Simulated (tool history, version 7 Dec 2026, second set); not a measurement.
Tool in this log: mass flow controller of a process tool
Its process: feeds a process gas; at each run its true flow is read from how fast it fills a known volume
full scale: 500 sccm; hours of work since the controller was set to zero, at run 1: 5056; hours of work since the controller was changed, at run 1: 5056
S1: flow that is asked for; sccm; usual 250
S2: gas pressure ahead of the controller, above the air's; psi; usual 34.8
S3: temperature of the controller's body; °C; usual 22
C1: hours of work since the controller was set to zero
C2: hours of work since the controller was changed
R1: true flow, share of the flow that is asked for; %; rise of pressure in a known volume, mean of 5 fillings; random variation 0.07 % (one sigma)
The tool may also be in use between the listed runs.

{"run": 1, "hour": 0.0, "S1": 250, "S2": 34.8, "S3": 22, "C1": 5056, "C2": 5056, "R1": 97.47}
{"run": 2, "hour": 219.8, "S1": 254, "S2": 34.8, "S3": 22, "C1": 5132, "C2": 5132, "R1": 97.4}
{"run": 3, "hour": 530.3, "S1": 254, "S2": 34.8, "S3": 22, "C1": 5239, "C2": 5239, "R1": 97.36}
{"run": 4, "hour": 1008.6, "S1": 250, "S2": 20.6, "S3": 22, "C1": 5404, "C2": 5404, "R1": 98.01}
{"hour": 1080.6, "done": "controller's zero set anew"}
{"run": 5, "hour": 1400.3, "S1": 250, "S2": 20.6, "S3": 22, "C1": 110, "C2": 5538, "R1": 100.47}
{"run": 6, "hour": 1852.0, "S1": 250, "S2": 20.6, "S3": 22, "C1": 266, "C2": 5694, "R1": 100.28}
{"run": 7, "hour": 2343.3, "S1": 250, "S2": 20.6, "S3": 22, "C1": 435, "C2": 5863, "R1": 100.27}
{"run": 8, "hour": 2583.5, "S1": 250, "S2": 20.6, "S3": 22, "C1": 518, "C2": 5946, "R1": 100.12}
{"run": 9, "hour": 2978.2, "S1": 250, "S2": 28.1, "S3": 22, "C1": 654, "C2": 6082, "R1": 99.72}
{"run": 10, "hour": 3251.1, "S1": 250, "S2": 28.1, "S3": 22, "C1": 748, "C2": 6176, "R1": 99.82}
{"run": 11, "hour": 3486.4, "S1": 250, "S2": 34.8, "S3": 22, "C1": 829, "C2": 6257, "R1": 99.38}
{"run": 12, "hour": 3943.0, "S1": 250, "S2": 34.8, "S3": 28, "C1": 986, "C2": 6415, "R1": 98.63}
{"run": 13, "hour": 4152.0, "S1": 250, "S2": 34.8, "S3": 22, "C1": 1058, "C2": 6487, "R1": 99.33}
{"run": 14, "hour": 4629.1, "S1": 250, "S2": 34.8, "S3": 22, "C1": 1223, "C2": 6651, "R1": 99.37}
{"run": 15, "hour": 5093.3, "S1": 250, "S2": 34.8, "S3": 22, "C1": 1383, "C2": 6811, "R1": 99.18}
{"run": 16, "hour": 5444.5, "S1": 250, "S2": 34.8, "S3": 22, "C1": 1504, "C2": 6932, "R1": 98.97}
{"run": 17, "hour": 5876.7, "S1": 250, "S2": 34.8, "S3": 22, "C1": 1653, "C2": 7081, "R1": 99.11}
{"run": 18, "hour": 6360.0, "S1": 250, "S2": 34.8, "S3": 22, "C1": 1819, "C2": 7248, "R1": 99.04}
{"run": 19, "hour": 6606.1, "S1": 250, "S2": 34.8, "S3": 22, "C1": 1904, "C2": 7332, "R1": 98.85}
{"run": 20, "hour": 7007.8, "S1": 199, "S2": 34.8, "S3": 22, "C1": 2043, "C2": 7471, "R1": 98.46}
{"run": 21, "hour": 7408.5, "S1": 199, "S2": 34.8, "S3": 22, "C1": 2181, "C2": 7609, "R1": 98.34}
{"run": 22, "hour": 7902.7, "S1": 199, "S2": 34.8, "S3": 22, "C1": 2351, "C2": 7779, "R1": 98.19}
{"run": 23, "hour": 8157.9, "S1": 199, "S2": 34.8, "S3": 22, "C1": 2439, "C2": 7867, "R1": 98.13}
{"run": 24, "hour": 8625.2, "S1": 199, "S2": 34.8, "S3": 22, "C1": 2600, "C2": 8028, "R1": 98.13}
{"run": 25, "hour": 8861.2, "S1": 199, "S2": 34.8, "S3": 22, "C1": 2681, "C2": 8110, "R1": 98.18}
{"run": 26, "hour": 9225.2, "S1": 67, "S2": 36.1, "S3": 32, "C1": 2807, "C2": 8235, "R1": 92.71}
{"run": 27, "hour": 9660.0, "S1": 98, "S2": 29.2, "S3": 31, "C1": 2956, "C2": 8385, "R1": 94.82}
{"run": 28, "hour": 9993.0, "S1": 384, "S2": 34.8, "S3": 31, "C1": 3071, "C2": 8500, "R1": 98.46}
{"run": 29, "hour": 10419.8, "S1": 93, "S2": 34.4, "S3": 32, "C1": 3218, "C2": 8647, "R1": 94.03}
{"run": 30, "hour": 10810.1, "S1": 57, "S2": 23.1, "S3": 26, "C1": 3353, "C2": 8781, "R1": 91.99}
{"run": 31, "hour": 11302.8, "S1": 311, "S2": 20.7, "S3": 22, "C1": 3523, "C2": 8951, "R1": 99.53}
{"run": 32, "hour": 11559.2, "S1": 206, "S2": 25.5, "S3": 31, "C1": 3611, "C2": 9039, "R1": 97.14}
{"run": 33, "hour": 11871.9, "S1": 136, "S2": 25.5, "S3": 31, "C1": 3719, "C2": 9147, "R1": 95.7}
{"run": 34, "hour": 12118.5, "S1": 136, "S2": 25.5, "S3": 31, "C1": 3804, "C2": 9232, "R1": 95.67}
{"run": 35, "hour": 12557.2, "S1": 250, "S2": 34.8, "S3": 33, "C1": 3955, "C2": 9383, "R1": 96.85}
{"run": 36, "hour": 12944.0, "S1": 250, "S2": 26.5, "S3": 34, "C1": 4088, "C2": 9517, "R1": 97.05}
{"run": 37, "hour": 13346.6, "S1": 65, "S2": 26.8, "S3": 21, "C1": 4227, "C2": 9655, "R1": 91.77}
{"run": 38, "hour": 13684.7, "S1": 250, "S2": 34.8, "S3": 20, "C1": 4343, "C2": 9772, "R1": 98.14}
{"run": 39, "hour": 14118.2, "S1": 186, "S2": 34.8, "S3": 38, "C1": 4493, "C2": 9921, "R1": 95.03}
{"run": 40, "hour": 14409.6, "S1": 186, "S2": 34.8, "S3": 38, "C1": 4593, "C2": 10022, "R1": 95.04}
{"run": 41, "hour": 14842.5, "S1": 186, "S2": 34.8, "S3": 38, "C1": 4742, "C2": 10171, "R1": 94.9}
{"run": 42, "hour": 15216.7, "S1": 250, "S2": 34.8, "S3": 26, "C1": 4871, "C2": 10300, "R1": 97.31}
{"run": 43, "hour": 15497.6, "S1": 250, "S2": 37.1, "S3": 37, "C1": 4968, "C2": 10397, "R1": 95.8}
{"run": 44, "hour": 15709.6, "S1": 50, "S2": 26.5, "S3": 24, "C1": 5041, "C2": 10470, "R1": 87.15}
{"run": 45, "hour": 16174.4, "S1": 212, "S2": 26.5, "S3": 25, "C1": 5201, "C2": 10630, "R1": 97.05}
{"run": 46, "hour": 16380.4, "S1": 285, "S2": 38.9, "S3": 28, "C1": 5272, "C2": 10701, "R1": 96.94}
{"run": 47, "hour": 16644.5, "S1": 250, "S2": 39.5, "S3": 22, "C1": 5363, "C2": 10792, "R1": 97.18}

Branching from run 47: 5 alternative next runs. What would each branch give?
{"hour": 16869.1, "done": "controller's zero set anew"}
{"run": "A", "hour": 16915.8, "S1": 250, "S2": 23.2, "S3": 30, "C1": 16, "C2": 10885, "R1": "?"}
{"hour": 16869.1, "done": "controller's zero set anew"}
{"run": "B", "hour": 16915.8, "S1": 250, "S2": 30.6, "S3": 22, "C1": 16, "C2": 10885, "R1": "?"}
{"hour": 16869.1, "done": "controller's zero set anew"}
{"run": "C", "hour": 16915.8, "S1": 250, "S2": 20.5, "S3": 22, "C1": 16, "C2": 10885, "R1": "?"}
{"hour": 16869.1, "done": "controller's zero set anew"}
{"run": "D", "hour": 16915.8, "S1": 153, "S2": 28.6, "S3": 23, "C1": 16, "C2": 10885, "R1": "?"}
{"hour": 16869.1, "done": "controller's zero set anew"}
{"run": "E", "hour": 16915.8, "S1": 207, "S2": 34.8, "S3": 22, "C1": 16, "C2": 10885, "R1": "?"}

run=A R1=99.78
run=B R1=100.34
run=C R1=100.95
run=D R1=99.96
run=E R1=99.98
What these runs would have given with no unlogged condition in the tool:
run=A R1=98.89
run=B R1=99.45
run=C R1=100.06
run=D R1=99.10
run=E R1=99.10
